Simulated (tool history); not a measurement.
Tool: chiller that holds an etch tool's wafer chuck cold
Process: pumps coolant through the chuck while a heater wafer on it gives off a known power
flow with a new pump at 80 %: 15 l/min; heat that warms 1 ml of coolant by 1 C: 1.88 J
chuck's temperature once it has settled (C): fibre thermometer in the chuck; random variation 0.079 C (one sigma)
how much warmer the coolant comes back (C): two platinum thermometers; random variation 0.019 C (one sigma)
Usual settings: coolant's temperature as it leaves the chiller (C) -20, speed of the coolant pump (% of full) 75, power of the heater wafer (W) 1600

run,hour,coolant's temperature as it leaves the chiller (C),speed of the coolant pump (% of full),power of the heater wafer (W),chuck's temperature once it has settled (C),how much warmer the coolant comes back (C)
1,0,-20,75,1600,-3.23,3.8
2,43.1,-20,75,1600,-3.24,3.79
3,119.5,-20,75,1600,-3.33,3.79
4,198.5,-20,75,1600,-3.13,3.79
5,264.5,-20,75,1600,-3.13,3.84
# hour 303.2: coolant changed, channels flushed
6,312.9,-20,75,932,-11,2.21
7,382,-20,75,2056,0.28,4.88
8,455.1,-20,75,2056,0.41,4.9
9,511.3,-20,75,2056,0.22,4.88
10,578.2,-20,75,2056,0.37,4.92
11,649.4,-20,75,1600,-4.21,3.84
12,721.6,-20,75,1600,-4.27,3.8
13,754.4,-20,75,1600,-4.31,3.83
14,825.6,-20,75,1600,-4.04,3.81
15,893.8,-20,75,1600,-4.26,3.84
16,942.7,-11,72,1600,5.1,4.02
17,984,-11,72,2084,10.2,5.21
18,1046.4,-28,72,2084,-6.81,5.26
19,1105.8,-28,72,2084,-6.77,5.24
20,1154.3,-28,86,1413,-15.23,2.93
# hour 1195.9: chiller's thermometer calibrated
21,1220.7,-28,86,1413,-14.87,2.92
22,1255.8,-28,86,1413,-14.85,2.92
23,1319.6,-11,75,1600,5.17,3.85
24,1352.9,-11,75,1600,5.04,3.85
25,1431.2,-20,65,899,-10.3,2.54
26,1507.4,-16,75,1206,-3.81,2.94
27,1550.3,-20,63,1569,-2.48,4.58
28,1627.3,-14,65,1000,-2.98,2.81
29,1682.8,-22,71,2302,2.16,5.89
30,1751.2,-27,88,2216,-6.43,4.53

4 ways to go on from here, each from the tool as it stands after run 30. What would each give?
A,1810.6,-20,63,1144,?,?
B,1810.6,-19,75,1600,?,?
C,1810.6,-20,100,1600,?,?
D,1810.6,-12,88,2216,?,?

run,chuck's temperature once it has settled (C),how much warmer the coolant comes back (C)
A,-6.99,3.33
B,-2.6,3.88
C,-6.29,2.85
D,8.36,4.5
Without the tool's hidden state the same runs would have given:
run,chuck's temperature once it has settled (C),how much warmer the coolant comes back (C)
A,-7.52,3.14
B,-3.3,3.66
C,-6.85,2.68
D,7.45,4.24
